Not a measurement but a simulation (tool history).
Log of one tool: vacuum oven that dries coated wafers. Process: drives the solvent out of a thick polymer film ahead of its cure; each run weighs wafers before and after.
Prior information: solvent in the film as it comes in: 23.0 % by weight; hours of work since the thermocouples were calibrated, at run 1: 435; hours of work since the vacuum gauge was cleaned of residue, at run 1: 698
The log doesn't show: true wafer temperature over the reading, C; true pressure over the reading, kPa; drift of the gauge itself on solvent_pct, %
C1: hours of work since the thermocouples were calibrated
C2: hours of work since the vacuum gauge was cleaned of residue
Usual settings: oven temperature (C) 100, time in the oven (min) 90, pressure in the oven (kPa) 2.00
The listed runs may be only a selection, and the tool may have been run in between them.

Run 1, day 0.000: usual settings; C1 435; C2 698. Result: solvent left in the film (%) 2.24.
Run 2, day 0.971: usual settings; C1 447; C2 709. Result: solvent left in the film (%) 2.26.
Run 3, day 1.833: usual settings; C1 458; C2 720. Result: solvent left in the film (%) 2.25.
Run 4, day 3.133: usual settings; C1 474; C2 736. Result: solvent left in the film (%) 2.22.
Run 5, day 4.612: usual settings; C1 492; C2 754. Result: solvent left in the film (%) 2.27.
Run 6, day 5.504: usual settings; C1 503; C2 765. Result: solvent left in the film (%) 2.27.
Run 7, day 6.792: usual settings but pressure in the oven (kPa) 5.65; C1 519; C2 781. Result: solvent left in the film (%) 3.00.
Run 8, day 7.588: usual settings but pressure in the oven (kPa) 5.65; C1 529; C2 791. Result: solvent left in the film (%) 2.93.
Run 9, day 8.975: usual settings but pressure in the oven (kPa) 5.65; C1 546; C2 808. Result: solvent left in the film (%) 2.88.
Run 10, day 9.854: usual settings but pressure in the oven (kPa) 4.30; C1 557; C2 819. Result: solvent left in the film (%) 2.64.
Run 11, day 11.096: usual settings but oven temperature (C) 103, pressure in the oven (kPa) 4.30; C1 572; C2 834. Result: solvent left in the film (%) 1.88.
Run 12, day 12.488: usual settings; C1 589; C2 851. Result: solvent left in the film (%) 2.27.
Run 13, day 13.400: usual settings; C1 600; C2 862. Result: solvent left in the film (%) 2.26.
Run 14, day 14.112: usual settings but time in the oven (min) 56; C1 609; C2 871. Result: solvent left in the film (%) 4.75.
Run 15, day 14.717: usual settings but time in the oven (min) 56; C1 616; C2 879. Result: solvent left in the film (%) 4.64.
Run 16, day 15.942: usual settings but time in the oven (min) 56; C1 631; C2 894. Result: solvent left in the film (%) 4.64.
Run 17, day 17.296: usual settings but time in the oven (min) 56; C1 648; C2 910. Result: solvent left in the film (%) 4.72.
Run 18, day 18.129: usual settings; C1 658; C2 921. Result: solvent left in the film (%) 2.22.
Run 19, day 19.421: usual settings; C1 674; C2 937. Result: solvent left in the film (%) 2.18.
Run 20, day 20.029: usual settings; C1 682; C2 944. Result: solvent left in the film (%) 2.24.
Run 21, day 21.292: usual settings but time in the oven (min) 88; C1 697; C2 960. Result: solvent left in the film (%) 2.35.
Run 22, day 22.171: usual settings but time in the oven (min) 88, pressure in the oven (kPa) 1.53; C1 708; C2 970. Result: solvent left in the film (%) 2.14.
Run 23, day 23.400: usual settings but pressure in the oven (kPa) 1.26; C1 723; C2 986. Result: solvent left in the film (%) 2.02.
Run 24, day 24.371: usual settings but pressure in the oven (kPa) 1.26; C1 735; C2 998. Result: solvent left in the film (%) 2.03.
Run 25, day 25.288: usual settings but oven temperature (C) 103, time in the oven (min) 52, pressure in the oven (kPa) 1.25; C1 746; C2 1009. Result: solvent left in the film (%) 3.56.
Run 26, day 26.725: usual settings but oven temperature (C) 111, time in the oven (min) 62, pressure in the oven (kPa) 5.96; C1 764; C2 1026. Result: solvent left in the film (%) 1.53.
Run 27, day 27.725: usual settings but oven temperature (C) 111, time in the oven (min) 46, pressure in the oven (kPa) 5.96; C1 776; C2 1039. Result: solvent left in the film (%) 2.22.
Run 28, day 28.958: usual settings but time in the oven (min) 69, pressure in the oven (kPa) 6.75; C1 792; C2 1054. Result: solvent left in the film (%) 4.22.
Run 29, day 29.588: usual settings but oven temperature (C) 93, time in the oven (min) 124, pressure in the oven (kPa) 6.75; C1 799; C2 1062. Result: solvent left in the film (%) 4.01.
Run 30, day 30.833: usual settings but oven temperature (C) 99, pressure in the oven (kPa) 3.16; C1 815; C2 1077. Result: solvent left in the film (%) 2.70.
Run 31, day 31.796: usual settings but oven temperature (C) 99, pressure in the oven (kPa) 3.16; C1 827; C2 1089. Result: solvent left in the film (%) 2.62.
Run 32, day 32.808: usual settings but oven temperature (C) 108, pressure in the oven (kPa) 7.06; C1 839; C2 1101. Result: solvent left in the film (%) 1.44.
Run 33, day 33.429: usual settings but oven temperature (C) 108, pressure in the oven (kPa) 7.06; C1 847; C2 1109. Result: solvent left in the film (%) 1.38.
Run 34, day 34.271: usual settings but oven temperature (C) 101, pressure in the oven (kPa) 2.74; C1 857; C2 1119. Result: solvent left in the film (%) 1.97.
Run 35, day 35.588: usual settings but oven temperature (C) 109, time in the oven (min) 84; C1 873; C2 1136. Result: solvent left in the film (%) 0.57.
Run 36, day 36.596: usual settings but oven temperature (C) 110, time in the oven (min) 77, pressure in the oven (kPa) 4.76; C1 886; C2 1148. Result: solvent left in the film (%) 1.04.
Run 37, day 37.704: usual settings but oven temperature (C) 110, time in the oven (min) 77, pressure in the oven (kPa) 4.76; C1 899; C2 1162. Result: solvent left in the film (%) 1.15.
Run 38, day 38.783: usual settings but oven temperature (C) 88, time in the oven (min) 103, pressure in the oven (kPa) 5.26; C1 913; C2 1175. Result: solvent left in the film (%) 6.91.
Run 39, day 39.767: usual settings but oven temperature (C) 88, time in the oven (min) 103, pressure in the oven (kPa) 5.26; C1 925; C2 1187. Result: solvent left in the film (%) 7.03.
Run 40, day 41.129: usual settings but oven temperature (C) 92, time in the oven (min) 91, pressure in the oven (kPa) 3.60; C1 941; C2 1204. Result: solvent left in the film (%) 5.42.
Run 41, day 42.175: usual settings but time in the oven (min) 49, pressure in the oven (kPa) 1.97; C1 954; C2 1217. Result: solvent left in the film (%) 5.41.
Run 42, day 43.579: usual settings but time in the oven (min) 62, pressure in the oven (kPa) 2.93; C1 972; C2 1234. Result: solvent left in the film (%) 3.95.
Run 43, day 44.629: usual settings but time in the oven (min) 62, pressure in the oven (kPa) 2.93; C1 985; C2 1247. Result: solvent left in the film (%) 3.96.
Run 44, day 45.925: usual settings but oven temperature (C) 91, time in the oven (min) 51, pressure in the oven (kPa) 2.93; C1 1000; C2 1263. Result: solvent left in the film (%) 9.49.
Run 45, day 47.362: usual settings but oven temperature (C) 110, time in the oven (min) 45; C1 1018; C2 1281. Result: solvent left in the film (%) 1.93.
Run 46, day 48.200: usual settings but oven temperature (C) 110, time in the oven (min) 45; C1 1028; C2 1291. Result: solvent left in the film (%) 1.86.

Measured minus without-hidden-state, run by run (identical run-to-run variation in each term; gauge scatter may differ):
run  solvent left in the film (%)
  1                         -0.08
  2                         -0.09
  3                         -0.09
  4                         -0.09
  5                         -0.10
  6                         -0.10
  7                         -0.13
  8                         -0.13
  9                         -0.14
 10                         -0.14
 11                         -0.10
 12                         -0.14
 13                         -0.15
 14                         -0.26
 15                         -0.27
 16                         -0.28
 17                         -0.29
 18                         -0.17
 19                         -0.18
 20                         -0.19
 21                         -0.19
 22                         -0.21
 23                         -0.21
 24                         -0.20
 25                         -0.32
 26                         -0.11
 27                         -0.23
 28                         -0.35
 29                         -0.32
 30                         -0.27
 31                         -0.29
 32                         -0.07
 33                         -0.07
 34                         -0.23
 35                         -0.05
 36                         -0.08
 37                         -0.07
 38                         -0.53
 39                         -0.54
 40                         -0.52
 41                         -0.54
 42                         -0.48
 43                         -0.49
 44                         -0.58
 45                         -0.34
 46                         -0.34
